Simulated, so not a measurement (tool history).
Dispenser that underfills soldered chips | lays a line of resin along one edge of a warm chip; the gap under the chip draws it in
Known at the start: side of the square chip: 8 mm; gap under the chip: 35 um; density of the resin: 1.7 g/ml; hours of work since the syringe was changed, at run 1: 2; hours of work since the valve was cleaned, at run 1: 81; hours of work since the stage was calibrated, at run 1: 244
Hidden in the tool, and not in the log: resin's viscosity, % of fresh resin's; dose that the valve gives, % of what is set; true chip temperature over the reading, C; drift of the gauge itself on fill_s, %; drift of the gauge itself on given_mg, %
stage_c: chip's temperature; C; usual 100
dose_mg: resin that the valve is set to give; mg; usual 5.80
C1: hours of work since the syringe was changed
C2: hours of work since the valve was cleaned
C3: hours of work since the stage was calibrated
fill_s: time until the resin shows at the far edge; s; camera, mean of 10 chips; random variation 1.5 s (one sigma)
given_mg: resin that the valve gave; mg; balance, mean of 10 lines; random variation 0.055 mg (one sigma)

{"run": 1, "hour": 0.0, "stage_c": 100, "dose_mg": 5.8, "C1": 2, "C2": 81, "C3": 244, "fill_s": 164.8, "given_mg": 5.46}
{"run": 2, "hour": 5.9, "stage_c": 100, "dose_mg": 5.8, "C1": 6, "C2": 86, "C3": 249, "fill_s": 235.0, "given_mg": 5.39}
{"hour": 7.0, "done": "new syringe of resin"}
{"hour": 16.4, "done": "new syringe of resin"}
{"run": 3, "hour": 17.7, "stage_c": 100, "dose_mg": 5.8, "C1": 1, "C2": 94, "C3": 258, "fill_s": 153.1, "given_mg": 5.23}
{"hour": 25.3, "done": "new syringe of resin"}
{"run": 4, "hour": 28.7, "stage_c": 100, "dose_mg": 5.8, "C1": 3, "C2": 103, "C3": 266, "fill_s": 170.5, "given_mg": 5.27}
{"hour": 34.3, "done": "new syringe of resin"}
{"hour": 41.2, "done": "dispensing valve cleaned and set on the balance"}
{"run": 5, "hour": 41.3, "stage_c": 100, "dose_mg": 5.8, "C1": 5, "C2": 0, "C3": 275, "fill_s": 202.5, "given_mg": 5.83}
{"hour": 43.9, "done": "new syringe of resin"}
{"run": 6, "hour": 50.5, "stage_c": 100, "dose_mg": 5.8, "C1": 5, "C2": 7, "C3": 283, "fill_s": 206.2, "given_mg": 5.74}
{"hour": 52.6, "done": "new syringe of resin"}
{"run": 7, "hour": 59.6, "stage_c": 100, "dose_mg": 5.8, "C1": 6, "C2": 14, "C3": 290, "fill_s": 209.6, "given_mg": 5.67}
{"hour": 61.8, "done": "new syringe of resin"}
{"hour": 70.6, "done": "new syringe of resin"}
{"run": 8, "hour": 70.6, "stage_c": 100, "dose_mg": 5.8, "C1": 0, "C2": 23, "C3": 298, "fill_s": 138.0, "given_mg": 5.63}
{"hour": 79.7, "done": "new syringe of resin"}
{"run": 9, "hour": 80.6, "stage_c": 100, "dose_mg": 5.8, "C1": 1, "C2": 30, "C3": 306, "fill_s": 143.5, "given_mg": 5.53}
{"run": 10, "hour": 86.5, "stage_c": 100, "dose_mg": 5.8, "C1": 5, "C2": 35, "C3": 310, "fill_s": 213.6, "given_mg": 5.61}
{"hour": 88.7, "done": "new syringe of resin"}
{"run": 11, "hour": 92.5, "stage_c": 100, "dose_mg": 5.8, "C1": 3, "C2": 40, "C3": 315, "fill_s": 171.8, "given_mg": 5.68}
{"hour": 97.5, "done": "new syringe of resin"}
{"run": 12, "hour": 99.4, "stage_c": 100, "dose_mg": 5.8, "C1": 2, "C2": 45, "C3": 320, "fill_s": 157.4, "given_mg": 5.46}
{"hour": 106.8, "done": "new syringe of resin"}
{"run": 13, "hour": 110.6, "stage_c": 100, "dose_mg": 5.8, "C1": 3, "C2": 54, "C3": 329, "fill_s": 176.9, "given_mg": 5.45}
{"hour": 115.8, "done": "new syringe of resin"}
{"run": 14, "hour": 117.9, "stage_c": 100, "dose_mg": 7.23, "C1": 2, "C2": 59, "C3": 334, "fill_s": 152.2, "given_mg": 6.8}
{"hour": 125.3, "done": "new syringe of resin"}
{"run": 15, "hour": 125.5, "stage_c": 100, "dose_mg": 5.8, "C1": 0, "C2": 65, "C3": 340, "fill_s": 139.9, "given_mg": 5.42}
{"run": 16, "hour": 131.4, "stage_c": 100, "dose_mg": 5.8, "C1": 5, "C2": 70, "C3": 345, "fill_s": 204.2, "given_mg": 5.45}
{"hour": 134.5, "done": "new syringe of resin"}
{"run": 17, "hour": 138.9, "stage_c": 105, "dose_mg": 5.8, "C1": 4, "C2": 75, "C3": 351, "fill_s": 147.7, "given_mg": 5.32}
{"hour": 143.6, "done": "new syringe of resin"}
{"run": 18, "hour": 150.6, "stage_c": 92, "dose_mg": 5.87, "C1": 6, "C2": 85, "C3": 360, "fill_s": 296.5, "given_mg": 5.3}
{"hour": 152.2, "done": "new syringe of resin"}
{"hour": 161.0, "done": "new syringe of resin"}
{"run": 19, "hour": 163.5, "stage_c": 98, "dose_mg": 7.16, "C1": 2, "C2": 94, "C3": 370, "fill_s": 167.6, "given_mg": 6.43}
{"hour": 169.8, "done": "new syringe of resin"}
{"run": 20, "hour": 171.3, "stage_c": 98, "dose_mg": 7.16, "C1": 1, "C2": 100, "C3": 376, "fill_s": 159.8, "given_mg": 6.51}
{"hour": 179.2, "done": "new syringe of resin"}
{"run": 21, "hour": 183.3, "stage_c": 109, "dose_mg": 5.83, "C1": 3, "C2": 110, "C3": 385, "fill_s": 125.9, "given_mg": 5.23}
{"hour": 187.9, "done": "dispensing valve cleaned and set on the balance"}
{"hour": 189.0, "done": "new syringe of resin"}
{"run": 22, "hour": 195.7, "stage_c": 109, "dose_mg": 5.83, "C1": 5, "C2": 6, "C3": 394, "fill_s": 141.9, "given_mg": 5.8}
{"hour": 197.8, "done": "new syringe of resin"}
{"run": 23, "hour": 202.3, "stage_c": 88, "dose_mg": 5.4, "C1": 4, "C2": 11, "C3": 399, "fill_s": 300.4, "given_mg": 5.3}
{"hour": 207.1, "done": "new syringe of resin"}
{"run": 24, "hour": 210.2, "stage_c": 88, "dose_mg": 5.4, "C1": 2, "C2": 17, "C3": 405, "fill_s": 270.1, "given_mg": 5.3}
{"hour": 216.2, "done": "new syringe of resin"}
{"run": 25, "hour": 216.8, "stage_c": 98, "dose_mg": 5.94, "C1": 0, "C2": 22, "C3": 410, "fill_s": 153.1, "given_mg": 5.72}
{"run": 26, "hour": 223.6, "stage_c": 98, "dose_mg": 5.94, "C1": 6, "C2": 28, "C3": 415, "fill_s": 228.2, "given_mg": 5.8}
{"hour": 225.5, "done": "new syringe of resin"}
{"run": 27, "hour": 232.7, "stage_c": 98, "dose_mg": 5.94, "C1": 6, "C2": 35, "C3": 422, "fill_s": 229.3, "given_mg": 5.69}
{"hour": 234.7, "done": "new syringe of resin"}
{"run": 28, "hour": 239.2, "stage_c": 86, "dose_mg": 6.47, "C1": 4, "C2": 40, "C3": 427, "fill_s": 314.2, "given_mg": 6.23}
{"hour": 243.6, "done": "new syringe of resin"}
{"run": 29, "hour": 251.0, "stage_c": 103, "dose_mg": 6.47, "C1": 6, "C2": 49, "C3": 437, "fill_s": 186.2, "given_mg": 6.14}
{"hour": 252.5, "done": "new syringe of resin"}
{"hour": 261.8, "done": "new syringe of resin"}
{"run": 30, "hour": 263.1, "stage_c": 92, "dose_mg": 7.0, "C1": 1, "C2": 58, "C3": 446, "fill_s": 194.5, "given_mg": 6.65}
{"hour": 270.7, "done": "new syringe of resin"}
{"run": 31, "hour": 270.7, "stage_c": 92, "dose_mg": 7.0, "C1": 0, "C2": 64, "C3": 452, "fill_s": 180.5, "given_mg": 6.49}
{"hour": 279.6, "done": "new syringe of resin"}
{"run": 32, "hour": 283.0, "stage_c": 113, "dose_mg": 5.32, "C1": 3, "C2": 73, "C3": 461, "fill_s": 102.1, "given_mg": 4.9}
{"hour": 288.6, "done": "new syringe of resin"}
{"run": 33, "hour": 294.8, "stage_c": 113, "dose_mg": 5.32, "C1": 5, "C2": 82, "C3": 470, "fill_s": 123.0, "given_mg": 4.94}
{"hour": 297.6, "done": "new syringe of resin"}
{"run": 34, "hour": 300.4, "stage_c": 94, "dose_mg": 6.04, "C1": 2, "C2": 87, "C3": 475, "fill_s": 209.1, "given_mg": 5.52}

4 ways to go on from here, each from the tool as it stands after run 34. What would each give?
{"hour": 306.5, "done": "new syringe of resin"}
{"run": "A", "hour": 307.5, "stage_c": 100, "dose_mg": 5.9, "C1": 1, "C2": 92, "C3": 480, "fill_s": "?", "given_mg": "?"}
{"hour": 306.5, "done": "new syringe of resin"}
{"run": "B", "hour": 307.5, "stage_c": 115, "dose_mg": 6.37, "C1": 1, "C2": 92, "C3": 480, "fill_s": "?", "given_mg": "?"}
{"hour": 306.5, "done": "new syringe of resin"}
{"run": "C", "hour": 307.5, "stage_c": 101, "dose_mg": 6.2, "C1": 1, "C2": 92, "C3": 480, "fill_s": "?", "given_mg": "?"}
{"hour": 306.5, "done": "new syringe of resin"}
{"run": "D", "hour": 307.5, "stage_c": 105, "dose_mg": 7.21, "C1": 1, "C2": 92, "C3": 480, "fill_s": "?", "given_mg": "?"}

run=A fill_s=146.5 given_mg=5.36
run=B fill_s=82.6 given_mg=5.68
run=C fill_s=140.9 given_mg=5.67
run=D fill_s=117.8 given_mg=6.63
Without the tool's hidden state the same runs would have given:
run=A fill_s=143.7 given_mg=5.89
run=B fill_s=80.9 given_mg=6.26
run=C fill_s=138.6 given_mg=6.24
run=D fill_s=116.5 given_mg=7.29
